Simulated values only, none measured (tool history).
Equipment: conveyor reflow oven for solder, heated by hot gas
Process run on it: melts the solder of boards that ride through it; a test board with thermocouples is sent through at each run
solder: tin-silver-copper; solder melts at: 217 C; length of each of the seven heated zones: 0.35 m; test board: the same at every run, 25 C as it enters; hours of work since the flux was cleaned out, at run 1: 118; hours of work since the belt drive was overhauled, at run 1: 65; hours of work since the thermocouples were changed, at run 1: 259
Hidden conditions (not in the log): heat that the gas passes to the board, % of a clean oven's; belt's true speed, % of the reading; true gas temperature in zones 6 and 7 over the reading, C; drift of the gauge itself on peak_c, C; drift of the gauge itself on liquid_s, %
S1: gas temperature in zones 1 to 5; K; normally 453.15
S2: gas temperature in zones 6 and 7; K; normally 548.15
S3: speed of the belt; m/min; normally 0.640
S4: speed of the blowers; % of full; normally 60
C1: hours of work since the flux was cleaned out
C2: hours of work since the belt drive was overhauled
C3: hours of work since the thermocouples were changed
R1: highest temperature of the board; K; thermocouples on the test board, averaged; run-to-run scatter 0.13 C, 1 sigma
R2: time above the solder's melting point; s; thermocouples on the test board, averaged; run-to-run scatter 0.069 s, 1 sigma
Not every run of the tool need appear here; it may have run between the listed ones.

{"run": 1, "day": 0.0, "S1": 453.15, "S2": 548.15, "S3": 0.64, "S4": 60, "C1": 118, "C2": 65, "C3": 259, "R1": 531.65, "R2": 54.42}
{"run": 2, "day": 0.812, "S1": 453.15, "S2": 548.15, "S3": 0.534, "S4": 60, "C1": 129, "C2": 76, "C3": 270, "R1": 536.65, "R2": 69.24}
{"run": 3, "day": 1.379, "S1": 462.15, "S2": 548.15, "S3": 0.64, "S4": 60, "C1": 137, "C2": 84, "C3": 277, "R1": 532.95, "R2": 58.32}
{"run": 4, "day": 2.054, "S1": 462.15, "S2": 548.15, "S3": 0.64, "S4": 60, "C1": 146, "C2": 93, "C3": 287, "R1": 533.05, "R2": 58.32}
{"run": 5, "day": 2.517, "S1": 453.15, "S2": 548.15, "S3": 0.726, "S4": 60, "C1": 152, "C2": 100, "C3": 293, "R1": 526.95, "R2": 44.94}
{"run": 6, "day": 2.929, "S1": 453.15, "S2": 548.15, "S3": 0.726, "S4": 60, "C1": 158, "C2": 105, "C3": 298, "R1": 526.75, "R2": 44.86}
{"run": 7, "day": 3.867, "S1": 453.15, "S2": 548.15, "S3": 0.726, "S4": 60, "C1": 171, "C2": 118, "C3": 311, "R1": 526.85, "R2": 44.71}
{"run": 8, "day": 4.788, "S1": 453.15, "S2": 548.15, "S3": 0.726, "S4": 60, "C1": 183, "C2": 131, "C3": 324, "R1": 526.35, "R2": 44.77}
{"run": 9, "day": 5.338, "S1": 453.15, "S2": 548.15, "S3": 0.64, "S4": 56, "C1": 191, "C2": 138, "C3": 331, "R1": 530.05, "R2": 53.65}
{"run": 10, "day": 5.975, "S1": 453.15, "S2": 548.15, "S3": 0.64, "S4": 73, "C1": 200, "C2": 147, "C3": 340, "R1": 533.15, "R2": 55.75}
{"run": 11, "day": 6.662, "S1": 453.15, "S2": 537.15, "S3": 0.64, "S4": 60, "C1": 209, "C2": 156, "C3": 349, "R1": 521.15, "R2": 48.26}
{"day": 6.954, "done": "flux residue cleaned out of gas plates and filters"}
{"run": 12, "day": 7.438, "S1": 453.15, "S2": 548.15, "S3": 0.64, "S4": 72, "C1": 7, "C2": 164, "C3": 357, "R1": 534.35, "R2": 56.39}
{"run": 13, "day": 7.862, "S1": 457.15, "S2": 548.15, "S3": 0.589, "S4": 72, "C1": 12, "C2": 170, "C3": 363, "R1": 537.05, "R2": 64.13}
{"run": 14, "day": 8.367, "S1": 457.15, "S2": 548.15, "S3": 0.589, "S4": 72, "C1": 19, "C2": 177, "C3": 370, "R1": 536.95, "R2": 64.12}
{"run": 15, "day": 9.233, "S1": 464.15, "S2": 548.15, "S3": 0.651, "S4": 60, "C1": 31, "C2": 188, "C3": 382, "R1": 533.35, "R2": 58.38}
{"run": 16, "day": 9.804, "S1": 459.15, "S2": 541.15, "S3": 0.73, "S4": 63, "C1": 39, "C2": 196, "C3": 389, "R1": 523.55, "R2": 45.04}
{"run": 17, "day": 10.488, "S1": 453.15, "S2": 541.15, "S3": 0.64, "S4": 77, "C1": 48, "C2": 206, "C3": 399, "R1": 528.55, "R2": 53.72}
{"run": 18, "day": 11.238, "S1": 453.15, "S2": 541.15, "S3": 0.64, "S4": 77, "C1": 58, "C2": 216, "C3": 409, "R1": 528.25, "R2": 53.73}

What does the tool deliver on the next run?
{"run": 19, "day": 11.825, "S1": 448.15, "S2": 548.15, "S3": 0.519, "S4": 60, "C1": 66, "C2": 224, "C3": 417, "R1": "?", "R2": "?"}

R1: 536.65 K
R2: 69.55 s
With the hidden condition absent and the run-to-run variation left alone, this run would have shown R1 538.25 K, R2 70.17 s.
